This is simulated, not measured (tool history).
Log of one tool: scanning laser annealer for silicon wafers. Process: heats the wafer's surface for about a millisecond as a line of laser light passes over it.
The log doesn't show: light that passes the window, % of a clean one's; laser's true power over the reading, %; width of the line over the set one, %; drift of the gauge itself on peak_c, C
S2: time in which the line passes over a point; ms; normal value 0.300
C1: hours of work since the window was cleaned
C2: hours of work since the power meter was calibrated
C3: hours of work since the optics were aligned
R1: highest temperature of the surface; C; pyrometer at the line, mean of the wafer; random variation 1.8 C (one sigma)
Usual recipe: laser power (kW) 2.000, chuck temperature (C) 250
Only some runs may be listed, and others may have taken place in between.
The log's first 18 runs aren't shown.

run 19 hour=1179.5 | laser_power_(kW)=2.000 S2=0.300 chuck_temperature_(C)=241 | C1=119 C2=1772 C3=219 | R1=963
run 20 hour=1252.1 | laser_power_(kW)=2.000 S2=0.300 chuck_temperature_(C)=250 | C1=152 C2=1805 C3=252 | R1=969
run 21 hour=1307.8 | laser_power_(kW)=2.152 S2=0.228 chuck_temperature_(C)=250 | C1=177 C2=1830 C3=277 | R1=923
run 22 hour=1370.5 | laser_power_(kW)=2.152 S2=0.228 chuck_temperature_(C)=250 | C1=205 C2=1858 C3=305 | R1=923
run 23 hour=1447.1 | laser_power_(kW)=2.034 S2=0.269 chuck_temperature_(C)=230 | C1=240 C2=1893 C3=340 | R1=913
run 24 hour=1501.0 | laser_power_(kW)=2.077 S2=0.300 chuck_temperature_(C)=262 | C1=264 C2=1917 C3=364 | R1=1001
run 25 hour=1563.8 | laser_power_(kW)=1.712 S2=0.297 chuck_temperature_(C)=262 | C1=293 C2=1946 C3=393 | R1=865
run 26 hour=1648.4 | laser_power_(kW)=1.785 S2=0.274 chuck_temperature_(C)=262 | C1=331 C2=1984 C3=431 | R1=858
run 27 hour=1725.1 | laser_power_(kW)=1.755 S2=0.274 chuck_temperature_(C)=262 | C1=366 C2=2019 C3=466 | R1=848
run 28 hour=1798.2 | laser_power_(kW)=1.755 S2=0.355 chuck_temperature_(C)=262 | C1=399 C2=2052 C3=499 | R1=928
run 29 hour=1875.6 | laser_power_(kW)=1.952 S2=0.309 chuck_temperature_(C)=250 | C1=434 C2=2087 C3=534 | R1=940
run 30 hour=1952.8 | laser_power_(kW)=2.097 S2=0.340 chuck_temperature_(C)=240 | C1=468 C2=2122 C3=569 | R1=1014
-- hour=2001.0 window over the wafer cleaned
run 31 hour=2029.8 | laser_power_(kW)=1.759 S2=0.240 chuck_temperature_(C)=267 | C1=13 C2=2156 C3=603 | R1=836
run 32 hour=2104.1 | laser_power_(kW)=1.759 S2=0.240 chuck_temperature_(C)=267 | C1=47 C2=2189 C3=636 | R1=833
run 33 hour=2160.2 | laser_power_(kW)=1.767 S2=0.241 chuck_temperature_(C)=250 | C1=72 C2=2215 C3=662 | R1=823
run 34 hour=2221.3 | laser_power_(kW)=1.831 S2=0.300 chuck_temperature_(C)=250 | C1=100 C2=2242 C3=689 | R1=907
run 35 hour=2282.9 | laser_power_(kW)=2.167 S2=0.289 chuck_temperature_(C)=277 | C1=127 C2=2270 C3=717 | R1=1042
run 36 hour=2363.0 | laser_power_(kW)=2.167 S2=0.289 chuck_temperature_(C)=277 | C1=164 C2=2306 C3=753 | R1=1039
run 37 hour=2411.7 | laser_power_(kW)=2.167 S2=0.289 chuck_temperature_(C)=275 | C1=186 C2=2328 C3=775 | R1=1033
run 38 hour=2487.2 | laser_power_(kW)=2.000 S2=0.252 chuck_temperature_(C)=250 | C1=220 C2=2363 C3=809 | R1=900
run 39 hour=2569.1 | laser_power_(kW)=2.048 S2=0.213 chuck_temperature_(C)=250 | C1=257 C2=2400 C3=846 | R1=859
run 40 hour=2642.7 | laser_power_(kW)=2.098 S2=0.308 chuck_temperature_(C)=279 | C1=290 C2=2433 C3=880 | R1=1029

4 options for the next run, each taken on its own from the tool as it stands now. Forecast them:
run A hour=2715.4 | laser_power_(kW)=2.172 S2=0.308 chuck_temperature_(C)=279 | C1=323 C2=2466 C3=913 | R1=?
run B hour=2715.4 | laser_power_(kW)=2.000 S2=0.280 chuck_temperature_(C)=250 | C1=323 C2=2466 C3=913 | R1=?
run C hour=2715.4 | laser_power_(kW)=2.026 S2=0.316 chuck_temperature_(C)=276 | C1=323 C2=2466 C3=913 | R1=?
run D hour=2715.4 | laser_power_(kW)=2.182 S2=0.308 chuck_temperature_(C)=279 | C1=323 C2=2466 C3=913 | R1=?

run=A R1=1054
run=B R1=925
run=C R1=1007
run=D R1=1053
Without the tool's unlogged condition, the same runs would have read:
run=A R1=1083
run=B R1=951
run=C R1=1034
run=D R1=1083
